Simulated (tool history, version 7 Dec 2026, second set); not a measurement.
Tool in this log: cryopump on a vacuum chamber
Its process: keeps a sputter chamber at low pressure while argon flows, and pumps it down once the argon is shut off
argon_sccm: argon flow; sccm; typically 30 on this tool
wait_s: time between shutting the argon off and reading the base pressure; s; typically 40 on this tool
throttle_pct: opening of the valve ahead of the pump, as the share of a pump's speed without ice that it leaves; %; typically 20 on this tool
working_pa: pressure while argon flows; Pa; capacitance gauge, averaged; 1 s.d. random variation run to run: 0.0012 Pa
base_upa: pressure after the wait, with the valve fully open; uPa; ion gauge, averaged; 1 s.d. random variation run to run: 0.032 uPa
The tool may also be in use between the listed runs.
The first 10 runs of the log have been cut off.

run	day	argon_sccm	wait_s	throttle_pct	working_pa	base_upa
11	6.183	30	40	59	0.1008	2
12	6.979	30	40	31	0.185	2.05
13	7.638	30	25	20	0.2855	2.87
14	8.467	30	40	20	0.2815	2.04
15	9.058	30	40	20	0.2823	2
16	9.867	30	40	20	0.2835	2.06
17	10.504	30	40	20	0.285	2.08
18	10.867	28	25	20	0.2651	2.85
19	11.554	27	73	28	0.1842	1.5
20	12.15	31	73	20	0.2918	1.49
21	12.588	30	22	21	0.2709	3.19
22	13.117	30	40	55	0.1093	2.09
23	13.767	52	35	55	0.1888	2.34
24	14.417	52	35	55	0.1889	2.32
25	14.825	56	35	42	0.2634	2.35
26	15.717	54	21	31	0.3384	3.44
27	16.35	24	66	20	0.2304	1.62
28	17.071	40	74	20	0.3817	1.52
29	17.471	40	74	20	0.3835	1.54
30	18.267	40	125	20	0.382	1.29
# day 18.779: pump warmed up, emptied and cooled again
31	19.254	40	276	20	0.3697	0.92
32	20.129	30	157	51	0.1093	1.06
33	20.904	15	121	15	0.1855	1.22
34	21.325	18	121	15	0.2218	1.27

4 options for the next run, each taken on its own from the tool as it stands now. Forecast them:
A	22.171	30	143	20	?	?
B	22.171	30	188	20	?	?
C	22.171	29	121	43	?	?
D	22.171	39	121	15	?	?

run	working_pa	base_upa
A	0.279	1.12
B	0.2783	1.06
C	0.1253	1.2
D	0.4819	1.22
The same runs, with their run-to-run variation unchanged, on a tool lacking any hidden condition would have given:
run	working_pa	base_upa
A	0.2775	0.7
B	0.2768	0.64
C	0.1238	0.78
D	0.48	0.8
